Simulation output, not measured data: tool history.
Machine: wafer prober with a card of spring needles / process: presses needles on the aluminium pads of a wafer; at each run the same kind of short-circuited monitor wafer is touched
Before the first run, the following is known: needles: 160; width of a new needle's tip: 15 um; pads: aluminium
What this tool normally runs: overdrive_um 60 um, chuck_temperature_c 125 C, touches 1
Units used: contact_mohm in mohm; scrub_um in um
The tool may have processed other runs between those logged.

{"run": 1, "hour": 0.0, "overdrive_um": 60, "chuck_temperature_c": 125, "touches": 1, "contact_mohm": 127, "scrub_um": 12.53}
{"hour": 8.0, "done": "tips cleaned on abrasive film"}
{"hour": 18.7, "done": "tips cleaned on abrasive film"}
{"hour": 29.4, "done": "tips cleaned on abrasive film"}
{"run": 2, "hour": 35.6, "overdrive_um": 60, "chuck_temperature_c": 125, "touches": 1, "contact_mohm": 128, "scrub_um": 12.47}
{"hour": 41.0, "done": "tips cleaned on abrasive film"}
{"hour": 54.3, "done": "tips cleaned on abrasive film"}
{"hour": 65.0, "done": "tips cleaned on abrasive film"}
{"hour": 78.4, "done": "tips cleaned on abrasive film"}
{"run": 3, "hour": 83.4, "overdrive_um": 60, "chuck_temperature_c": 125, "touches": 1, "contact_mohm": 129, "scrub_um": 12.55}
{"hour": 91.5, "done": "tips cleaned on abrasive film"}
{"hour": 104.8, "done": "tips cleaned on abrasive film"}
{"hour": 115.5, "done": "tips cleaned on abrasive film"}
{"hour": 128.8, "done": "tips cleaned on abrasive film"}
{"hour": 142.1, "done": "tips cleaned on abrasive film"}
{"run": 4, "hour": 149.2, "overdrive_um": 60, "chuck_temperature_c": 125, "touches": 1, "contact_mohm": 129, "scrub_um": 12.55}
{"hour": 154.6, "done": "tips cleaned on abrasive film"}
{"hour": 165.3, "done": "tips cleaned on abrasive film"}
{"hour": 178.6, "done": "tips cleaned on abrasive film"}
{"hour": 191.9, "done": "tips cleaned on abrasive film"}
{"hour": 205.3, "done": "tips cleaned on abrasive film"}
{"run": 5, "hour": 210.8, "overdrive_um": 60, "chuck_temperature_c": 125, "touches": 1, "contact_mohm": 127, "scrub_um": 12.46}
{"hour": 216.2, "done": "tips cleaned on abrasive film"}
{"hour": 226.9, "done": "tips cleaned on abrasive film"}
{"hour": 240.2, "done": "tips cleaned on abrasive film"}
{"hour": 253.5, "done": "tips cleaned on abrasive film"}
{"run": 6, "hour": 255.2, "overdrive_um": 60, "chuck_temperature_c": 125, "touches": 1, "contact_mohm": 129, "scrub_um": 12.47}
{"hour": 260.8, "done": "height of the first contact set anew"}
{"hour": 266.2, "done": "tips cleaned on abrasive film"}
{"hour": 276.9, "done": "tips cleaned on abrasive film"}
{"hour": 290.2, "done": "tips cleaned on abrasive film"}
{"hour": 300.9, "done": "tips cleaned on abrasive film"}
{"hour": 311.6, "done": "tips cleaned on abrasive film"}
{"hour": 324.9, "done": "tips cleaned on abrasive film"}
{"run": 7, "hour": 332.7, "overdrive_um": 60, "chuck_temperature_c": 125, "touches": 2, "contact_mohm": 126, "scrub_um": 12.43}
{"hour": 338.1, "done": "tips cleaned on abrasive film"}
{"hour": 351.4, "done": "tips cleaned on abrasive film"}
{"hour": 364.7, "done": "tips cleaned on abrasive film"}
{"hour": 375.4, "done": "tips cleaned on abrasive film"}
{"hour": 388.8, "done": "tips cleaned on abrasive film"}
{"hour": 399.4, "done": "tips cleaned on abrasive film"}
{"hour": 412.8, "done": "tips cleaned on abrasive film"}
{"run": 8, "hour": 416.6, "overdrive_um": 60, "chuck_temperature_c": 125, "touches": 1, "contact_mohm": 127, "scrub_um": 12.45}
{"hour": 424.6, "done": "tips cleaned on abrasive film"}
{"hour": 437.9, "done": "tips cleaned on abrasive film"}
{"hour": 448.6, "done": "tips cleaned on abrasive film"}
{"hour": 461.9, "done": "tips cleaned on abrasive film"}
{"hour": 475.3, "done": "tips cleaned on abrasive film"}
{"run": 9, "hour": 485.5, "overdrive_um": 49, "chuck_temperature_c": 125, "touches": 1, "contact_mohm": 132, "scrub_um": 10.13}
{"hour": 488.3, "done": "tips cleaned on abrasive film"}
{"hour": 501.6, "done": "tips cleaned on abrasive film"}
{"hour": 514.9, "done": "tips cleaned on abrasive film"}
{"hour": 525.6, "done": "tips cleaned on abrasive film"}
{"hour": 538.9, "done": "tips cleaned on abrasive film"}
{"hour": 552.3, "done": "tips cleaned on abrasive film"}
{"hour": 565.6, "done": "tips cleaned on abrasive film"}
{"run": 10, "hour": 566.7, "overdrive_um": 60, "chuck_temperature_c": 83, "touches": 1, "contact_mohm": 123, "scrub_um": 12.38}
{"hour": 577.4, "done": "tips cleaned on abrasive film"}
{"hour": 589.4, "done": "card fitted with new needles"}
{"hour": 600.1, "done": "tips cleaned on abrasive film"}
{"hour": 610.7, "done": "tips cleaned on abrasive film"}
{"hour": 624.1, "done": "tips cleaned on abrasive film"}
{"hour": 637.4, "done": "tips cleaned on abrasive film"}
{"hour": 648.1, "done": "tips cleaned on abrasive film"}
{"run": 11, "hour": 650.4, "overdrive_um": 60, "chuck_temperature_c": 125, "touches": 1, "contact_mohm": 127, "scrub_um": 12.37}
{"hour": 661.1, "done": "tips cleaned on abrasive film"}
{"hour": 671.8, "done": "tips cleaned on abrasive film"}
{"hour": 682.5, "done": "tips cleaned on abrasive film"}
{"hour": 695.8, "done": "tips cleaned on abrasive film"}
{"hour": 709.1, "done": "tips cleaned on abrasive film"}
{"hour": 722.4, "done": "tips cleaned on abrasive film"}
{"run": 12, "hour": 724.3, "overdrive_um": 60, "chuck_temperature_c": 125, "touches": 1, "contact_mohm": 129, "scrub_um": 12.35}
{"hour": 735.0, "done": "tips cleaned on abrasive film"}
{"hour": 745.7, "done": "tips cleaned on abrasive film"}
{"hour": 759.0, "done": "tips cleaned on abrasive film"}
{"hour": 769.7, "done": "tips cleaned on abrasive film"}
{"run": 13, "hour": 780.2, "overdrive_um": 55, "chuck_temperature_c": 125, "touches": 1, "contact_mohm": 130, "scrub_um": 11.29}
{"hour": 783.0, "done": "tips cleaned on abrasive film"}
{"hour": 796.3, "done": "tips cleaned on abrasive film"}
{"hour": 809.6, "done": "tips cleaned on abrasive film"}
{"hour": 823.0, "done": "tips cleaned on abrasive film"}
{"hour": 836.3, "done": "tips cleaned on abrasive film"}
{"run": 14, "hour": 844.6, "overdrive_um": 40, "chuck_temperature_c": 92, "touches": 1, "contact_mohm": 130, "scrub_um": 8.22}
{"hour": 847.4, "done": "tips cleaned on abrasive film"}
{"hour": 860.7, "done": "tips cleaned on abrasive film"}
{"hour": 874.0, "done": "tips cleaned on abrasive film"}
{"hour": 887.3, "done": "tips cleaned on abrasive film"}
{"hour": 900.7, "done": "tips cleaned on abrasive film"}
{"hour": 914.0, "done": "tips cleaned on abrasive film"}
{"run": 15, "hour": 923.5, "overdrive_um": 57, "chuck_temperature_c": 108, "touches": 2, "contact_mohm": 126, "scrub_um": 11.64}
{"hour": 926.2, "done": "tips cleaned on abrasive film"}
{"hour": 936.9, "done": "tips cleaned on abrasive film"}
{"hour": 950.2, "done": "tips cleaned on abrasive film"}
{"hour": 963.5, "done": "tips cleaned on abrasive film"}
{"hour": 974.2, "done": "tips cleaned on abrasive film"}
{"run": 16, "hour": 976.0, "overdrive_um": 60, "chuck_temperature_c": 110, "touches": 2, "contact_mohm": 129, "scrub_um": 12.32}
{"hour": 986.7, "done": "tips cleaned on abrasive film"}
{"hour": 997.4, "done": "tips cleaned on abrasive film"}
{"hour": 1010.7, "done": "tips cleaned on abrasive film"}
{"hour": 1024.1, "done": "tips cleaned on abrasive film"}
{"run": 17, "hour": 1026.2, "overdrive_um": 60, "chuck_temperature_c": 110, "touches": 2, "contact_mohm": 125, "scrub_um": 12.24}
{"hour": 1036.8, "done": "tips cleaned on abrasive film"}
{"hour": 1050.2, "done": "tips cleaned on abrasive film"}
{"hour": 1060.8, "done": "tips cleaned on abrasive film"}
{"hour": 1071.5, "done": "tips cleaned on abrasive film"}
{"hour": 1084.9, "done": "tips cleaned on abrasive film"}
{"hour": 1090.4, "done": "height of the first contact set anew"}
{"hour": 1098.5, "done": "tips cleaned on abrasive film"}
{"run": 18, "hour": 1106.8, "overdrive_um": 56, "chuck_temperature_c": 125, "touches": 2, "contact_mohm": 127, "scrub_um": 11.43}
{"hour": 1109.6, "done": "tips cleaned on abrasive film"}
{"hour": 1120.2, "done": "tips cleaned on abrasive film"}
{"hour": 1133.6, "done": "tips cleaned on abrasive film"}
{"hour": 1144.2, "done": "tips cleaned on abrasive film"}
{"hour": 1157.6, "done": "tips cleaned on abrasive film"}
{"hour": 1170.9, "done": "tips cleaned on abrasive film"}
{"run": 19, "hour": 1178.3, "overdrive_um": 64, "chuck_temperature_c": 36, "touches": 3, "contact_mohm": 115, "scrub_um": 13.01}
{"hour": 1183.7, "done": "tips cleaned on abrasive film"}
{"hour": 1194.3, "done": "tips cleaned on abrasive film"}
{"hour": 1207.7, "done": "tips cleaned on abrasive film"}
{"hour": 1218.4, "done": "tips cleaned on abrasive film"}
{"run": 20, "hour": 1227.7, "overdrive_um": 53, "chuck_temperature_c": 41, "touches": 1, "contact_mohm": 119, "scrub_um": 10.77}
{"hour": 1230.5, "done": "tips cleaned on abrasive film"}
{"hour": 1241.1, "done": "tips cleaned on abrasive film"}
{"hour": 1251.8, "done": "tips cleaned on abrasive film"}
{"hour": 1265.2, "done": "tips cleaned on abrasive film"}
{"hour": 1278.5, "done": "tips cleaned on abrasive film"}
{"hour": 1291.8, "done": "tips cleaned on abrasive film"}
{"hour": 1305.1, "done": "tips cleaned on abrasive film"}
{"run": 21, "hour": 1311.8, "overdrive_um": 53, "chuck_temperature_c": 41, "touches": 1, "contact_mohm": 119, "scrub_um": 10.72}
{"hour": 1317.2, "done": "tips cleaned on abrasive film"}
{"hour": 1330.5, "done": "tips cleaned on abrasive film"}
{"hour": 1343.8, "done": "tips cleaned on abrasive film"}
{"hour": 1354.5, "done": "tips cleaned on abrasive film"}
{"hour": 1367.8, "done": "tips cleaned on abrasive film"}
{"hour": 1373.1, "done": "gauge calibrated"}
{"hour": 1378.5, "done": "tips cleaned on abrasive film"}
{"hour": 1390.4, "done": "tips cleaned on abrasive film"}
{"run": 22, "hour": 1390.4, "overdrive_um": 60, "chuck_temperature_c": 97, "touches": 1, "contact_mohm": 125, "scrub_um": 12.54}
{"hour": 1403.8, "done": "tips cleaned on abrasive film"}
{"hour": 1417.1, "done": "tips cleaned on abrasive film"}
{"hour": 1430.4, "done": "tips cleaned on abrasive film"}
{"hour": 1443.3, "done": "tips cleaned on abrasive film"}
{"run": 23, "hour": 1443.3, "overdrive_um": 79, "chuck_temperature_c": 111, "touches": 3, "contact_mohm": 123, "scrub_um": 16.51}

Each row is a separate what-if for the run after 23, all from the same tool condition, not one after another. Results?
{"hour": 1454.0, "done": "tips cleaned on abrasive film"}
{"hour": 1467.3, "done": "tips cleaned on abrasive film"}
{"hour": 1480.6, "done": "tips cleaned on abrasive film"}
{"hour": 1493.9, "done": "tips cleaned on abrasive film"}
{"run": "A", "hour": 1503.9, "overdrive_um": 79, "chuck_temperature_c": 29, "touches": 2, "contact_mohm": "?", "scrub_um": "?"}
{"hour": 1454.0, "done": "tips cleaned on abrasive film"}
{"hour": 1467.3, "done": "tips cleaned on abrasive film"}
{"hour": 1480.6, "done": "tips cleaned on abrasive film"}
{"hour": 1493.9, "done": "tips cleaned on abrasive film"}
{"run": "B", "hour": 1503.9, "overdrive_um": 60, "chuck_temperature_c": 125, "touches": 2, "contact_mohm": "?", "scrub_um": "?"}
{"hour": 1454.0, "done": "tips cleaned on abrasive film"}
{"hour": 1467.3, "done": "tips cleaned on abrasive film"}
{"hour": 1480.6, "done": "tips cleaned on abrasive film"}
{"hour": 1493.9, "done": "tips cleaned on abrasive film"}
{"run": "C", "hour": 1503.9, "overdrive_um": 50, "chuck_temperature_c": 125, "touches": 1, "contact_mohm": "?", "scrub_um": "?"}
{"hour": 1454.0, "done": "tips cleaned on abrasive film"}
{"hour": 1467.3, "done": "tips cleaned on abrasive film"}
{"hour": 1480.6, "done": "tips cleaned on abrasive film"}
{"hour": 1493.9, "done": "tips cleaned on abrasive film"}
{"run": "D", "hour": 1503.9, "overdrive_um": 80, "chuck_temperature_c": 85, "touches": 2, "contact_mohm": "?", "scrub_um": "?"}
{"hour": 1454.0, "done": "tips cleaned on abrasive film"}
{"hour": 1467.3, "done": "tips cleaned on abrasive film"}
{"hour": 1480.6, "done": "tips cleaned on abrasive film"}
{"hour": 1493.9, "done": "tips cleaned on abrasive film"}
{"run": "E", "hour": 1503.9, "overdrive_um": 73, "chuck_temperature_c": 67, "touches": 2, "contact_mohm": "?", "scrub_um": "?"}

run=A contact_mohm=112 scrub_um=16.5
run=B contact_mohm=128 scrub_um=12.56
run=C contact_mohm=129 scrub_um=10.42
run=D contact_mohm=117 scrub_um=16.61
run=E contact_mohm=119 scrub_um=15.13
Had the tool no hidden state, the same runs would have come out as:
run=A contact_mohm=112 scrub_um=16.54
run=B contact_mohm=127 scrub_um=12.59
run=C contact_mohm=129 scrub_um=10.45
run=D contact_mohm=117 scrub_um=16.66
run=E contact_mohm=119 scrub_um=15.18
